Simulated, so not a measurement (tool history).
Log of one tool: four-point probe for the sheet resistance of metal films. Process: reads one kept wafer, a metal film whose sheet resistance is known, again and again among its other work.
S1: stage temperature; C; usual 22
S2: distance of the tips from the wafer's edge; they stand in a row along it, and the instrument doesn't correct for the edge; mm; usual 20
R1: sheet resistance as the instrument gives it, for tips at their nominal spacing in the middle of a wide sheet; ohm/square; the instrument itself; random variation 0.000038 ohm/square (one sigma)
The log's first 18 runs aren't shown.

run,hour,S1,S2,R1
19,210,22,34,0.189328
20,220.6,22,20,0.18941
21,230.1,22,20,0.189357
22,239.9,28,53,0.189162
23,248.3,23,15,0.189338
24,258.5,20,67,0.189357
25,273.6,21,49,0.18929
26,289.5,18,48,0.189488
27,301.8,31,22,0.189122
28,310.2,31,22,0.189076
29,317.7,31,22,0.189082
30,327.8,19,54,0.189358
31,337.7,19,54,0.18938
32,344.4,19,54,0.189437
33,360.2,19,24,0.189357
34,370.3,25,5,0.190161
35,383.4,33,20,0.188946
36,393.7,33,20,0.189033
37,405.9,22,41,0.189285
38,416.9,22,5,0.190182
39,424.6,20,8,0.189702
40,436.8,21,61,0.189235
41,446.4,23,4,0.190743

Forecast each of these 3 alternatives for the next run:
A,461.1,25,20,?
B,461.1,22,47,?
C,461.1,18,20,?

run,R1
A,0.189173
B,0.189247
C,0.189371
Without the tool's hidden state the same runs would have given:
run,R1
A,0.189498
B,0.189573
C,0.189697
